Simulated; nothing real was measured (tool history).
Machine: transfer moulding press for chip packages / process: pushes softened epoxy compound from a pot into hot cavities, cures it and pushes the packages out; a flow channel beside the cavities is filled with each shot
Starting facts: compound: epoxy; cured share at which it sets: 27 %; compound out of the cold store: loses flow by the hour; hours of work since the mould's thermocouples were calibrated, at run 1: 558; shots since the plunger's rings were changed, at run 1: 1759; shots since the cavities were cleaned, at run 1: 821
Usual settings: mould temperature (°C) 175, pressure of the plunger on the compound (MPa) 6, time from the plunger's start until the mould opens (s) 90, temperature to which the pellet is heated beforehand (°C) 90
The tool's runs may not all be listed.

run    hour  mould temperature (°C)  pressure of the plunger on the compound (MPa)  time from the plunger's start until the mould opens (s)  temperature to which the pellet is heated beforehand (°C)  hours of work since the mould's thermocouples were calibrated  shots since the plunger's rings were changed  shots since the cavities were cleaned  incoming compound's hours out of the cold store  length that the compound runs in the flow channel (mm)  greatest force on the pins that push the packages out (N)
  1       0                     175                                              6                                                       90                                                         90                                                            558                                          1759                                    821                                             32.6                                                     656                                                        805
       11.3  -- cavities cleaned with cleaning compound and waxed
  2    69.5                     175                                              6                                                       90                                                         90                                                            605                                          2636                                    751                                             14.5                                                     725                                                        827
       91.3  -- cavities cleaned with cleaning compound and waxed
      108.6  -- plunger's sealing rings changed
      115.1  -- mould's thermocouples calibrated
  3   120.7                     175                                              6                                                       90                                                         90                                                              4                                           130                                    322                                               13                                                     748                                                        668
  4     168                     175                                              6                                                       90                                                         90                                                             37                                           740                                    932                                             12.1                                                     750                                                        846
      175.4  -- cavities cleaned with cleaning compound and waxed
  5   205.1                     175                                              6                                                       90                                                         90                                                             61                                          1200                                    383                                             33.2                                                     656                                                        686
      251.7  -- cavities cleaned with cleaning compound and waxed
  6   265.9                     175                                              6                                                       90                                                         90                                                            102                                          1965                                    184                                             37.8                                                     633                                                        596
  7   314.3                     175                                              6                                                       90                                                         90                                                            135                                          2590                                    809                                             42.8                                                     611                                                        792
      327.3  -- cavities cleaned with cleaning compound and waxed
      355.2  -- plunger's sealing rings changed
  8   372.4                     175                                           5.05                                                       90                                                         90                                                            173                                           222                                    549                                             28.9                                                     622                                                        747
      409.7  -- cavities cleaned with cleaning compound and waxed
  9   411.3                     178                                           5.05                                                       90                                                         90                                                            199                                           704                                     19                                             26.8                                                     624                                                        443
 10   477.6                     178                                           5.05                                                       90                                                         90                                                            244                                          1561                                    876                                               12                                                     674                                                        760
      488.5  -- cavities cleaned with cleaning compound and waxed
 11     541                     175                                           6.09                                                       90                                                         90                                                            287                                          2359                                    677                                             12.5                                                     744                                                        798
      563.7  -- cavities cleaned with cleaning compound and waxed
 12   571.8                     175                                              6                                                       90                                                         90                                                            307                                          2738                                    105                                             25.1                                                     682                                                        568
      600.2  -- plunger's sealing rings changed
      641.7  -- cavities cleaned with cleaning compound and waxed
 13   641.7                     174                                              6                                                       90                                                         90                                                            353                                           516                                      0                                             10.8                                                     762                                                        531
 14     707                     175                                              6                                                       90                                                         87                                                            398                                          1359                                    843                                             19.2                                                     716                                                        851
        718  -- cavities cleaned with cleaning compound and waxed
 15     767                     176                                           5.94                                                       90                                                         87                                                            438                                          2114                                    632                                             43.7                                                     607                                                        733
      794.9  -- cavities cleaned with cleaning compound and waxed
 16   837.3                     176                                           6.71                                                      118                                                         87                                                            486                                          3002                                    548                                             23.9                                                     720                                                        648
        844  -- plunger's sealing rings changed
      873.1  -- cavities cleaned with cleaning compound and waxed
 17   896.6                     171                                           4.87                                                      100                                                         85                                                            524                                           660                                    303                                             24.4                                                     638                                                        746
 18   937.2                     171                                           4.87                                                      100                                                         85                                                            552                                          1183                                    826                                             22.7                                                     641                                                        874
      952.5  -- cavities cleaned with cleaning compound and waxed
 19  1005.8                     182                                              6                                                      111                                                         90                                                            598                                          2050                                    688                                             24.2                                                     672                                                        698
     1027.5  -- cavities cleaned with cleaning compound and waxed
 20  1048.1                     182                                              6                                                      111                                                         90                                                            626                                          2577                                    267                                             23.5                                                     672                                                        569
     1061.1  -- mould's thermocouples calibrated
     1093.3  -- plunger's sealing rings changed
 21  1096.7                     182                                           4.87                                                      111                                                         90                                                             23                                            44                                    836                                             11.3                                                     664                                                        719

Run 22 comes next. What will it give?
     1109.3  -- cavities cleaned with cleaning compound and waxed
 22  1145.6                     175                                              6                                                       72                                                         90                                                             56                                           655                                    467                                             45.9                                                       ?                                                          ?

length that the compound runs in the flow channel (mm): 610
greatest force on the pins that push the packages out (N): 912
The same run, on a tool lacking any hidden state, would have yielded length that the compound runs in the flow channel (mm) 615, greatest force on the pins that push the packages out (N) 584.

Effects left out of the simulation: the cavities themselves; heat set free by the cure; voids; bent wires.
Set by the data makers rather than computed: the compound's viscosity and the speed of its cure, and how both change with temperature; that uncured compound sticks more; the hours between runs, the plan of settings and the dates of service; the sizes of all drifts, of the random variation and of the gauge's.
